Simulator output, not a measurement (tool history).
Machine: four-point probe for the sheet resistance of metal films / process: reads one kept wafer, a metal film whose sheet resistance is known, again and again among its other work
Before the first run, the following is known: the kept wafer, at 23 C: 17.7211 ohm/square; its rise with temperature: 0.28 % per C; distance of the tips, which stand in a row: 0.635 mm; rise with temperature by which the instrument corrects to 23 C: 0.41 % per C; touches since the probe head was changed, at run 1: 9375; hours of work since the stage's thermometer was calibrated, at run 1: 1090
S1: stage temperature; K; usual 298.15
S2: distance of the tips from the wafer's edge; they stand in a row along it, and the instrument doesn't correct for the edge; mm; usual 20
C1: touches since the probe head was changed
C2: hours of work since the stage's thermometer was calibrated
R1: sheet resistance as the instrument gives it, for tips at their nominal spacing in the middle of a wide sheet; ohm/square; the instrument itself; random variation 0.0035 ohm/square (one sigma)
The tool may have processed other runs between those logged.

Run 1, hour 0: usual settings; C1 9375; C2 1090. Result: R1 17.793658 ohm/square.
Run 2, hour 110.6: usual settings; C1 15457; C2 1164. Result: R1 17.825524 ohm/square.
Run 3, hour 170.5: usual settings; C1 18754; C2 1205. Result: R1 17.827582 ohm/square.
Run 4, hour 242: usual settings; C1 22684; C2 1253. Result: R1 17.846722 ohm/square.
Run 5, hour 344.2: usual settings but S2 3 mm; C1 28305; C2 1322. Result: R1 18.277214 ohm/square.
Run 6, hour 423.8: usual settings; C1 32678; C2 1375. Result: R1 17.884155 ohm/square.
Run 7, hour 525.4: usual settings; C1 38269; C2 1444. Result: R1 17.90795 ohm/square.
Run 8, hour 649.9: usual settings; C1 45112; C2 1527. Result: R1 17.922235 ohm/square.
Run 9, hour 760.2: usual settings; C1 51177; C2 1602. Result: R1 17.949197 ohm/square.
Run 10, hour 839.3: usual settings; C1 55530; C2 1655. Result: R1 17.963861 ohm/square.
Run 11, hour 918.7: usual settings but S2 12 mm; C1 59894; C2 1708. Result: R1 17.997043 ohm/square.
At hour 1013.3: stage's thermometer calibrated.
Run 12, hour 1014.7: usual settings; C1 65145; C2 1. Result: R1 18.008379 ohm/square.
Run 13, hour 1087.9: usual settings; C1 69172; C2 50. Result: R1 18.021208 ohm/square.
At hour 1122.8: new probe head fitted.
Run 14, hour 1195.6: usual settings; C1 4003; C2 122. Result: R1 17.640421 ohm/square.
Run 15, hour 1339.8: usual settings but S1 295.15 K; C1 11931; C2 219. Result: R1 17.739163 ohm/square.
Run 16, hour 1481.3: usual settings but S1 295.15 K; C1 19714; C2 314. Result: R1 17.769798 ohm/square.
Run 17, hour 1590.8: usual settings but S1 295.15 K; C1 25736; C2 388. Result: R1 17.787808 ohm/square.
Run 18, hour 1715.3: usual settings but S1 295.15 K; C1 32583; C2 472. Result: R1 17.812685 ohm/square.
At hour 1854.2: stage's thermometer calibrated, once more.
Run 19, hour 1858.2: usual settings but S1 295.15 K; C1 40413; C2 3. Result: R1 17.801718 ohm/square.
Run 20, hour 2002.2: usual settings but S1 295.15 K; C1 48333; C2 100. Result: R1 17.826328 ohm/square.
Run 21, hour 2068.1: usual settings but S1 295.15 K; C1 51959; C2 144. Result: R1 17.839435 ohm/square.
Run 22, hour 2144.5: usual settings but S1 295.15 K; C1 56159; C2 195. Result: R1 17.849726 ohm/square.
Run 23, hour 2248.1: usual settings but S1 302.15 K, S2 3 mm; C1 61853; C2 265. Result: R1 18.125398 ohm/square.
Run 24, hour 2357.1: usual settings but S1 304.15 K, S2 25 mm; C1 67851; C2 339. Result: R1 17.702821 ohm/square.
At hour 2412.8: new probe head fitted.
Run 25, hour 2441.7: usual settings but S1 304.15 K, S2 25 mm; C1 1587; C2 395. Result: R1 17.643221 ohm/square.
Run 26, hour 2560.5: usual settings but S1 294.15 K, S2 25 mm; C1 8120; C2 475. Result: R1 17.874279 ohm/square.
Run 27, hour 2668.7: usual settings but S1 304.15 K, S2 25 mm; C1 14073; C2 548. Result: R1 17.685445 ohm/square.
Run 28, hour 2770.5: usual settings but S1 293.15 K; C1 19670; C2 616. Result: R1 17.951181 ohm/square.
Run 29, hour 2856.8: usual settings but S1 304.15 K; C1 24415; C2 674. Result: R1 17.733551 ohm/square.
Run 30, hour 2997.6: usual settings but S1 304.15 K; C1 32156; C2 769. Result: R1 17.751061 ohm/square.
Run 31, hour 3083.3: usual settings but S1 304.15 K; C1 36872; C2 827. Result: R1 17.767388 ohm/square.
Run 32, hour 3212.6: usual settings but S2 15 mm; C1 43978; C2 914. Result: R1 17.932229 ohm/square.
Run 33, hour 3277.8: usual settings but S1 303.15 K, S2 6 mm; C1 47567; C2 957. Result: R1 17.934919 ohm/square.
Run 34, hour 3370.2: usual settings but S2 7 mm; C1 52645; C2 1020. Result: R1 18.024066 ohm/square.
Run 35, hour 3504.7: usual settings but S1 293.15 K, S2 3 mm; C1 60045; C2 1110. Result: R1 18.514765 ohm/square.
Run 36, hour 3628: usual settings but S1 293.15 K, S2 3 mm; C1 66826; C2 1193. Result: R1 18.541193 ohm/square.
Run 37, hour 3689.9: usual settings but S1 292.15 K, S2 26 mm; C1 70228; C2 1235. Result: R1 18.158269 ohm/square.
At hour 3704.3: new probe head fitted.
Run 38, hour 3776.5: usual settings but S1 292.15 K, S2 26 mm; C1 3969; C2 1292. Result: R1 17.881019 ohm/square.
Run 39, hour 3901.3: usual settings but S1 293.15 K, S2 10 mm; C1 10831; C2 1376. Result: R1 17.910296 ohm/square.
Run 40, hour 3962.3: usual settings but S1 293.15 K, S2 10 mm; C1 14184; C2 1417. Result: R1 17.931072 ohm/square.
Run 41, hour 4033.5: usual settings but S1 293.15 K, S2 10 mm; C1 18103; C2 1465. Result: R1 17.9451 ohm/square.
Run 42, hour 4176: usual settings but S1 293.15 K, S2 10 mm; C1 25936; C2 1561. Result: R1 17.97311 ohm/square.
Run 43, hour 4287.8: usual settings but S1 293.15 K, S2 10 mm; C1 32087; C2 1636. Result: R1 18.000039 ohm/square.
Run 44, hour 4426.5: usual settings but S1 293.15 K, S2 10 mm; C1 39713; C2 1730. Result: R1 18.024731 ohm/square.

Across each entry between runs, compare the hidden state at the last listed run before it with the hidden state at the first listed run after it:
In the gap between runs 11 and 12: stage's thermometer calibrated (hour 1013.3)
  inner tips' distance over the nominal, %: 1.367 -> 1.465; tips' flats over new ones', %: 60 -> 66; wafer's true temperature over the reading, C: 0.62 -> 0.87
  difference, measured minus the result without the unlogged condition, R1: +0.293776 -> +0.324548 ohm/square
In the gap between runs 13 and 14: new probe head fitted (hour 1122.8)
  inner tips' distance over the nominal, %: 1.529 -> -0.463; tips' flats over new ones', %: 70 -> 5; wafer's true temperature over the reading, C: 0.88 -> 0.91
  difference, measured minus the result without the unlogged condition, R1: +0.337647 -> -0.043588 ohm/square
In the gap between runs 18 and 19: stage's thermometer calibrated, once more (hour 1854.2)
  inner tips' distance over the nominal, %: 0.06 -> 0.204; tips' flats over new ones', %: 34 -> 41; wafer's true temperature over the reading, C: 1.04 -> 0.07
  difference, measured minus the result without the unlogged condition, R1: +0.06414 -> +0.042696 ohm/square
In the gap between runs 24 and 25: new probe head fitted (hour 2412.8)
  inner tips' distance over the nominal, %: 0.692 -> 0.392; tips' flats over new ones', %: 68 -> 1; wafer's true temperature over the reading, C: 0.2 -> 0.22
  difference, measured minus the result without the unlogged condition, R1: +0.141579 -> +0.085382 ohm/square
In the gap between runs 37 and 38: new probe head fitted (hour 3704.3)
  inner tips' distance over the nominal, %: 1.604 -> 0.16; tips' flats over new ones', %: 70 -> 4; wafer's true temperature over the reading, C: 0.54 -> 0.56
  difference, measured minus the result without the unlogged condition, R1: +0.337793 -> +0.05937 ohm/square
